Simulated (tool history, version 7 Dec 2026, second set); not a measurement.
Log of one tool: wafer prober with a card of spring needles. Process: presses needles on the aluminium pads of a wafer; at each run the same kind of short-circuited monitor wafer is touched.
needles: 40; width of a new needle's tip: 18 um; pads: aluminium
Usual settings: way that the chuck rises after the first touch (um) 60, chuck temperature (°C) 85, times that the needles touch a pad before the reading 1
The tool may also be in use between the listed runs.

run     day  way that the chuck rises after the first touch (um)  chuck temperature (°C)  times that the needles touch a pad before the reading  resistance of one needle with its contact and lead (mohm)  way that a needle slides on the pad (um)
  1   0.000                                                   60                      85                                                      1                                                        175                                      9.92
      0.279  -- tips cleaned on abrasive film
      0.425  -- height of the first contact set anew
      1.029  -- tips cleaned on abrasive film
      1.796  -- tips cleaned on abrasive film
  2   1.967                                                   60                      85                                                      1                                                        177                                      9.91
      2.442  -- tips cleaned on abrasive film
      3.071  -- tips cleaned on abrasive film
      3.808  -- tips cleaned on abrasive film
  3   4.408                                                   60                      85                                                      1                                                        174                                      9.94
      4.567  -- tips cleaned on abrasive film
      5.329  -- tips cleaned on abrasive film
  4   5.646                                                   60                      85                                                      1                                                        178                                      9.92
      6.083  -- tips cleaned on abrasive film
      6.096  -- height of the first contact set anew
      6.858  -- tips cleaned on abrasive film
  5   6.892                                                   60                      85                                                      1                                                        180                                      9.92
      7.608  -- tips cleaned on abrasive film
      8.329  -- tips cleaned on abrasive film
  6   8.821                                                   60                      85                                                      1                                                        175                                      9.93
      9.075  -- tips cleaned on abrasive film
      9.804  -- tips cleaned on abrasive film
  7  10.267                                                   60                      55                                                      1                                                        168                                      9.97
     10.579  -- tips cleaned on abrasive film
     11.254  -- tips cleaned on abrasive film
     11.846  -- height of the first contact set anew
     11.983  -- tips cleaned on abrasive film
  8  12.550                                                   60                      85                                                      1                                                        178                                      9.91
     12.712  -- tips cleaned on abrasive film
     13.483  -- tips cleaned on abrasive film
     14.204  -- tips cleaned on abrasive film
  9  14.729                                                   60                      86                                                      1                                                        176                                      9.94
     14.888  -- tips cleaned on abrasive film
     15.629  -- tips cleaned on abrasive film
 10  15.962                                                   60                      86                                                      1                                                        176                                     10.00
     16.279  -- tips cleaned on abrasive film
     17.054  -- tips cleaned on abrasive film
     17.533  -- height of the first contact set anew
     17.833  -- tips cleaned on abrasive film
 11  18.446                                                   60                      86                                                      1                                                        177                                      9.96
     18.604  -- tips cleaned on abrasive film
     19.333  -- tips cleaned on abrasive film
     20.054  -- tips cleaned on abrasive film
 12  20.075                                                   60                      85                                                      1                                                        175                                      9.96
     20.692  -- tips cleaned on abrasive film
     21.433  -- tips cleaned on abrasive film
 13  21.488                                                   43                      85                                                      1                                                        188                                      7.17
     22.121  -- tips cleaned on abrasive film
     22.750  -- tips cleaned on abrasive film
 14  23.112                                                   43                      85                                                      1                                                        188                                      7.14
     23.279  -- height of the first contact set anew
     23.396  -- tips cleaned on abrasive film
     24.112  -- tips cleaned on abrasive film
     24.746  -- tips cleaned on abrasive film
 15  25.054                                                   68                      32                                                      1                                                        163                                     11.28
     25.517  -- tips cleaned on abrasive film
     26.304  -- tips cleaned on abrasive film
     26.967  -- tips cleaned on abrasive film
 16  26.967                                                   77                      43                                                      2                                                        164                                     12.83
     27.692  -- tips cleaned on abrasive film
     28.421  -- tips cleaned on abrasive film
     29.038  -- height of the first contact set anew
     29.062  -- tips cleaned on abrasive film
 17  29.062                                                   40                      93                                                      1                                                        192                                      6.63
     29.796  -- tips cleaned on abrasive film
     30.462  -- tips cleaned on abrasive film
 18  31.054                                                   40                      93                                                      1                                                        194                                      6.64
     31.217  -- tips cleaned on abrasive film
     31.938  -- tips cleaned on abrasive film
 19  32.521                                                   49                      73                                                      1                                                        179                                      8.15
     32.654  -- tips cleaned on abrasive film
     33.383  -- tips cleaned on abrasive film
 20  33.983                                                   52                     124                                                      2                                                        186                                      8.66
     34.146  -- tips cleaned on abrasive film
     34.775  -- tips cleaned on abrasive film
     34.788  -- height of the first contact set anew
     35.538  -- tips cleaned on abrasive film
 21  35.979                                                   77                      99                                                      1                                                        174                                     12.85
     36.288  -- tips cleaned on abrasive film
     37.042  -- tips cleaned on abrasive film
     37.775  -- tips cleaned on abrasive film
 22  38.300                                                   43                      97                                                      2                                                        191                                      7.15
     38.458  -- tips cleaned on abrasive film
     39.246  -- tips cleaned on abrasive film
     39.979  -- tips cleaned on abrasive film
     40.562  -- height of the first contact set anew
     40.704  -- tips cleaned on abrasive film
 23  40.800                                                   43                      97                                                      2                                                        189                                      7.19
     41.429  -- tips cleaned on abrasive film
     42.217  -- tips cleaned on abrasive film
 24  42.492                                                   56                      45                                                      1                                                        168                                      9.36
     42.946  -- tips cleaned on abrasive film
     43.675  -- tips cleaned on abrasive film
     44.308  -- tips cleaned on abrasive film
 25  44.558                                                   51                     111                                                      2                                                        188                                      8.50
     44.988  -- tips cleaned on abrasive film
     45.733  -- tips cleaned on abrasive film
     46.212  -- height of the first contact set anew
     46.375  -- tips cleaned on abrasive film
 26  46.617                                                   50                     101                                                      2                                                        186                                      8.35
     47.050  -- tips cleaned on abrasive film
     47.792  -- tips cleaned on abrasive film
 27  48.075                                                   52                     110                                                      1                                                        187                                      8.69
     48.504  -- tips cleaned on abrasive film
     49.238  -- tips cleaned on abrasive film
 28  49.712                                                   52                     110                                                      1                                                        187                                      8.64

Forecast each of these 3 alternatives for the next run:
     49.871  -- tips cleaned on abrasive film
     50.617  -- tips cleaned on abrasive film
     51.367  -- tips cleaned on abrasive film
     51.996  -- height of the first contact set anew
     52.150  -- tips cleaned on abrasive film
  A  52.150                                                   41                     110                                                      1                                                          ?                                         ?
     49.871  -- tips cleaned on abrasive film
     50.617  -- tips cleaned on abrasive film
     51.367  -- tips cleaned on abrasive film
     51.996  -- height of the first contact set anew
     52.150  -- tips cleaned on abrasive film
  B  52.150                                                   41                      41                                                      1                                                          ?                                         ?
     49.871  -- tips cleaned on abrasive film
     50.617  -- tips cleaned on abrasive film
     51.367  -- tips cleaned on abrasive film
     51.996  -- height of the first contact set anew
     52.150  -- tips cleaned on abrasive film
  C  52.150                                                   54                      43                                                      2                                                          ?                                         ?

run  resistance of one needle with its contact and lead (mohm)  way that a needle slides on the pad (um)
  A                                                        195                                      6.86
  B                                                        181                                      6.89
  C                                                        169                                      9.01
Without the tool's hidden state the same runs would have given:
run  resistance of one needle with its contact and lead (mohm)  way that a needle slides on the pad (um)
  A                                                        195                                      6.77
  B                                                        181                                      6.80
  C                                                        169                                      8.90
